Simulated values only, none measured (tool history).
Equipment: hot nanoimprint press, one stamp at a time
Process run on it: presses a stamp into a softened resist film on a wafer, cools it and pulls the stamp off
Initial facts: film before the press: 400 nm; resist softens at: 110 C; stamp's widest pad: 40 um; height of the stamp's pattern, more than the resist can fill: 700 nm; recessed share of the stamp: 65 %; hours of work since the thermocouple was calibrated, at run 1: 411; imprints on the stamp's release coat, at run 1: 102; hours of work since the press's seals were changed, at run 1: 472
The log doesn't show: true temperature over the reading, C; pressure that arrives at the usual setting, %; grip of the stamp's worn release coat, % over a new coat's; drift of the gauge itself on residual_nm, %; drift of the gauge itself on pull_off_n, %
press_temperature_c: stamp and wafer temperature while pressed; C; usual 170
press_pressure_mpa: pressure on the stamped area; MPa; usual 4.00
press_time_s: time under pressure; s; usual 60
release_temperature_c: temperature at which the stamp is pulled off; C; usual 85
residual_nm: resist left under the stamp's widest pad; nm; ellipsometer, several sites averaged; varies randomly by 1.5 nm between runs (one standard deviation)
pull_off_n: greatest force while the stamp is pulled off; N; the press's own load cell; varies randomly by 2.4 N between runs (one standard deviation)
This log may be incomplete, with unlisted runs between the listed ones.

| run | hour | press_temperature_c | press_pressure_mpa | press_time_s | release_temperature_c | hours of work since the thermocouple was calibrated | imprints on the stamp's release coat | hours of work since the press's seals were changed | residual_nm | pull_off_n |
|---|---|---|---|---|---|---|---|---|---|---|
| 1 | 0.0 | 170 | 4.00 | 60 | 85 | 411 | 102 | 472 | 242.1 | 115 |
| 2 | 16.6 | 170 | 4.00 | 60 | 86 | 424 | 162 | 485 | 242.9 | 114 |
| 3 | 24.6 | 179 | 4.00 | 60 | 86 | 430 | 190 | 491 | 153.4 | 111 |
| 4 | 37.8 | 179 | 4.00 | 60 | 86 | 440 | 238 | 501 | 154.5 | 109 |
| 5 | 46.0 | 179 | 4.00 | 60 | 86 | 446 | 268 | 507 | 152.7 | 115 |
| 6 | 64.6 | 170 | 4.00 | 60 | 83 | 460 | 335 | 521 | 243.3 | 121 |
| 7 | 82.1 | 170 | 2.51 | 60 | 85 | 474 | 398 | 534 | 297.6 | 123 |
| 8 | 91.3 | 170 | 2.51 | 60 | 85 | 481 | 431 | 541 | 295.6 | 126 |
| 9 | 102.6 | 170 | 2.51 | 60 | 85 | 489 | 472 | 550 | 300.0 | 129 |
|  | 108.1 | plate thermocouple calibrated |
| 10 | 115.1 | 170 | 2.51 | 60 | 78 | 5 | 506 | 557 | 287.3 | 137 |
| 11 | 124.4 | 170 | 2.51 | 60 | 78 | 12 | 540 | 564 | 285.1 | 138 |
| 12 | 133.8 | 170 | 4.00 | 60 | 85 | 19 | 574 | 571 | 235.0 | 122 |
| 13 | 143.2 | 170 | 4.00 | 53 | 85 | 27 | 607 | 578 | 243.9 | 121 |
| 14 | 159.9 | 170 | 4.00 | 53 | 85 | 39 | 668 | 591 | 243.4 | 124 |
| 15 | 173.9 | 170 | 4.00 | 60 | 85 | 50 | 718 | 602 | 233.3 | 128 |
| 16 | 185.9 | 170 | 4.00 | 60 | 85 | 59 | 761 | 611 | 233.6 | 128 |
| 17 | 201.3 | 161 | 2.80 | 34 | 85 | 71 | 817 | 622 | 374.9 | 125 |
| 18 | 219.4 | 164 | 4.00 | 60 | 84 | 84 | 882 | 636 | 309.6 | 133 |
| 19 | 230.9 | 170 | 4.00 | 110 | 85 | 93 | 924 | 645 | 197.6 | 131 |
| 20 | 243.3 | 169 | 3.50 | 84 | 78 | 102 | 968 | 654 | 243.5 | 145 |
| 21 | 258.5 | 169 | 2.44 | 84 | 78 | 114 | 1023 | 666 | 279.3 | 148 |
| 22 | 275.6 | 169 | 3.41 | 84 | 79 | 127 | 1085 | 679 | 244.7 | 141 |
| 23 | 285.1 | 169 | 3.41 | 84 | 79 | 134 | 1119 | 686 | 247.5 | 146 |
| 24 | 295.0 | 170 | 3.84 | 100 | 80 | 142 | 1155 | 693 | 211.7 | 143 |
| 25 | 303.5 | 170 | 3.84 | 100 | 80 | 148 | 1186 | 700 | 209.2 | 147 |
| 26 | 313.4 | 170 | 3.84 | 100 | 80 | 155 | 1221 | 707 | 212.2 | 148 |
| 27 | 322.7 | 170 | 4.00 | 109 | 88 | 163 | 1255 | 714 | 199.8 | 125 |
| 28 | 335.4 | 170 | 4.00 | 109 | 88 | 172 | 1301 | 724 | 201.3 | 134 |
| 29 | 345.8 | 161 | 3.01 | 67 | 84 | 180 | 1338 | 732 | 354.6 | 139 |

Branching from run 29: 5 alternative next runs. What would each branch give?
| A | 358.9 | 170 | 4.87 | 60 | 85 | 190 | 1385 | 742 | ? | ? |
| B | 358.9 | 172 | 4.00 | 77 | 72 | 190 | 1385 | 742 | ? | ? |
| C | 358.9 | 175 | 4.00 | 60 | 87 | 190 | 1385 | 742 | ? | ? |
| D | 358.9 | 174 | 4.54 | 47 | 85 | 190 | 1385 | 742 | ? | ? |
| E | 358.9 | 161 | 3.01 | 59 | 84 | 190 | 1385 | 742 | ? | ? |

| run | residual_nm | pull_off_n |
|---|---|---|
| A | 219.2 | 140 |
| B | 201.5 | 174 |
| C | 185.7 | 133 |
| D | 199.7 | 142 |
| E | 357.9 | 139 |
What these runs would have given with no unlogged condition in the tool:
| run | residual_nm | pull_off_n |
|---|---|---|
| A | 208.5 | 112 |
| B | 192.0 | 139 |
| C | 177.0 | 106 |
| D | 190.1 | 113 |
| E | 352.0 | 111 |
